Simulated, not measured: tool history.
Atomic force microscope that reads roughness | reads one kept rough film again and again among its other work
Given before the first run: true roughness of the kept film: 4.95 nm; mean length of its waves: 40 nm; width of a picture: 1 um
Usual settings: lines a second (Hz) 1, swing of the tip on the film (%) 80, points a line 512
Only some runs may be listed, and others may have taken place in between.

run,hour,lines a second (Hz),swing of the tip on the film (%),points a line,roughness of the kept film (nm (root mean square))
1,0,1,80,512,4.137
2,32,1,80,512,4.158
3,55.5,1,80,512,4.165
4,82.3,1,80,552,4.147
5,102,1,80,552,4.184
# hour 114.8: new tip fitted
6,125.9,1,72,512,4.249
7,154.8,1,80,387,4.145
8,186.5,1.12,80,512,4.1
9,219.3,0.86,80,512,4.183
10,237,0.86,80,512,4.166
# hour 256: new tip fitted
11,269.9,1.65,80,512,4.006
12,291.6,1.65,80,512,4.018
13,321.8,1.65,80,512,3.984
14,345.5,1.65,80,512,4.007
15,369.3,1.65,80,512,4.015
16,393.6,1.65,80,512,3.994

Run 17 has not been measured yet. What should we expect?
# hour 395.9: new tip fitted
17,414.9,1.65,80,512,?

{"run 17": {"roughness of the kept film (nm (root mean square))": 4.019}}
With the hidden condition absent and the run-to-run variation left alone, this run would have shown roughness of the kept film (nm (root mean square)) 4.021.

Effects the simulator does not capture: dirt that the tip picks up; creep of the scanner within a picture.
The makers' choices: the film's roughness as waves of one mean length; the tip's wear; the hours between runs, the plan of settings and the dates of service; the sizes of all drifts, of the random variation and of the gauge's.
